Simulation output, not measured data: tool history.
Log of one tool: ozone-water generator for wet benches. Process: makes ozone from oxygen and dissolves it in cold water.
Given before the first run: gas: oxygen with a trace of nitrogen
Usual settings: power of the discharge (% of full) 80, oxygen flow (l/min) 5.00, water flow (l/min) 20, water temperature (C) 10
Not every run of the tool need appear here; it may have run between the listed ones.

| run | hour | power of the discharge (% of full) | oxygen flow (l/min) | water flow (l/min) | water temperature (C) | dissolved ozone (ppm) | ozone in the gas ahead of the water (g/m3) |
|---|---|---|---|---|---|---|---|
| 1 | 0.0 | 80 | 5.00 | 20 | 10 | 27.9 | 225.5 |
| 2 | 92.5 | 80 | 5.00 | 20 | 10 | 27.9 | 224.5 |
| 3 | 189.8 | 80 | 5.00 | 15 | 10 | 34.4 | 224.7 |
| 4 | 282.5 | 80 | 5.00 | 15 | 10 | 34.8 | 225.8 |
| 5 | 402.1 | 88 | 5.00 | 20 | 10 | 30.0 | 244.1 |
| 6 | 465.1 | 88 | 5.00 | 20 | 10 | 30.2 | 243.7 |
| 7 | 525.9 | 88 | 5.00 | 20 | 10 | 30.3 | 243.1 |
| 8 | 625.6 | 80 | 5.00 | 20 | 9 | 27.8 | 220.3 |
| 9 | 730.2 | 80 | 5.00 | 20 | 9 | 27.6 | 221.6 |
| 10 | 828.2 | 80 | 5.00 | 20 | 9 | 27.8 | 220.0 |
| 11 | 922.8 | 80 | 5.00 | 29 | 9 | 20.5 | 217.4 |
|  | 951.0 | contactor cleaned |
| 12 | 1040.7 | 80 | 5.00 | 29 | 9 | 19.7 | 218.5 |
| 13 | 1098.4 | 57 | 5.00 | 20 | 10 | 19.6 | 160.0 |
| 14 | 1165.6 | 80 | 5.00 | 20 | 10 | 26.5 | 218.8 |
| 15 | 1300.6 | 80 | 5.00 | 18 | 10 | 28.6 | 217.8 |
| 16 | 1358.6 | 80 | 5.00 | 20 | 10 | 26.1 | 216.5 |
| 17 | 1441.3 | 80 | 5.00 | 20 | 10 | 26.3 | 215.3 |
|  | 1521.4 | contactor cleaned, once more |
| 18 | 1568.1 | 80 | 5.00 | 20 | 10 | 28.0 | 217.0 |
| 19 | 1690.2 | 80 | 5.00 | 20 | 10 | 27.3 | 215.6 |
| 20 | 1779.8 | 67 | 5.00 | 20 | 17 | 21.9 | 184.1 |
| 21 | 1890.2 | 71 | 5.00 | 20 | 17 | 22.5 | 191.4 |
| 22 | 1971.9 | 71 | 5.00 | 20 | 17 | 22.6 | 191.7 |
| 23 | 2088.2 | 71 | 5.00 | 20 | 17 | 22.4 | 190.9 |
| 24 | 2162.3 | 66 | 3.95 | 29 | 15 | 16.0 | 211.5 |
| 25 | 2284.2 | 80 | 4.33 | 20 | 10 | 27.6 | 233.2 |
| 26 | 2398.6 | 80 | 4.33 | 19 | 7 | 29.6 | 234.9 |
| 27 | 2503.3 | 97 | 7.77 | 20 | 5 | 32.9 | 185.7 |
| 28 | 2581.1 | 88 | 2.67 | 14 | 5 | 41.7 | 352.9 |
| 29 | 2688.0 | 88 | 2.67 | 14 | 5 | 41.5 | 351.7 |
| 30 | 2776.3 | 71 | 4.29 | 29 | 6 | 18.4 | 209.1 |
| 31 | 2874.9 | 70 | 8.02 | 13 | 8 | 29.5 | 135.1 |
| 32 | 2992.1 | 70 | 8.02 | 13 | 8 | 29.5 | 132.2 |
| 33 | 3108.8 | 70 | 8.02 | 13 | 8 | 29.4 | 133.2 |
| 34 | 3212.0 | 88 | 7.03 | 27 | 8 | 22.2 | 176.9 |

For some of the steps in dissolved ozone (ppm) from one run to the next: how much would appear even if the tool had no hidden state, given the settings, what came in and random variation, and how much remains for the hidden state plus any gauge scatter that the measured result and the result without hidden state don't share?
The hidden state here: yield of the discharge, % of new electrodes'; contactor's efficiency, % of a clean one's; true water temperature over the reading, C; drift of the gauge itself on ozone_ppm, %; drift of the gauge itself on gas_g_m3, %.
Run 17 -> 18: contactor cleaned, once more. dissolved ozone (ppm) +1.7: hidden state +1.7, all else +0.0.
Run 24 -> 25: power of the discharge (% of full) 66 -> 80, oxygen flow (l/min) 3.95 -> 4.33, water flow (l/min) 29 -> 20, water temperature (C) 15 -> 10. dissolved ozone (ppm) +11.6: hidden state -1.1, all else +12.7.
Run 29 -> 30: power of the discharge (% of full) 88 -> 71, oxygen flow (l/min) 2.67 -> 4.29, water flow (l/min) 14 -> 29, water temperature (C) 5 -> 6. dissolved ozone (ppm) -23.1: hidden state +2.1, all else -25.2.
Run 30 -> 31: power of the discharge (% of full) 71 -> 70, oxygen flow (l/min) 4.29 -> 8.02, water flow (l/min) 29 -> 13, water temperature (C) 6 -> 8. dissolved ozone (ppm) +11.1: hidden state -0.9, all else +12.0.

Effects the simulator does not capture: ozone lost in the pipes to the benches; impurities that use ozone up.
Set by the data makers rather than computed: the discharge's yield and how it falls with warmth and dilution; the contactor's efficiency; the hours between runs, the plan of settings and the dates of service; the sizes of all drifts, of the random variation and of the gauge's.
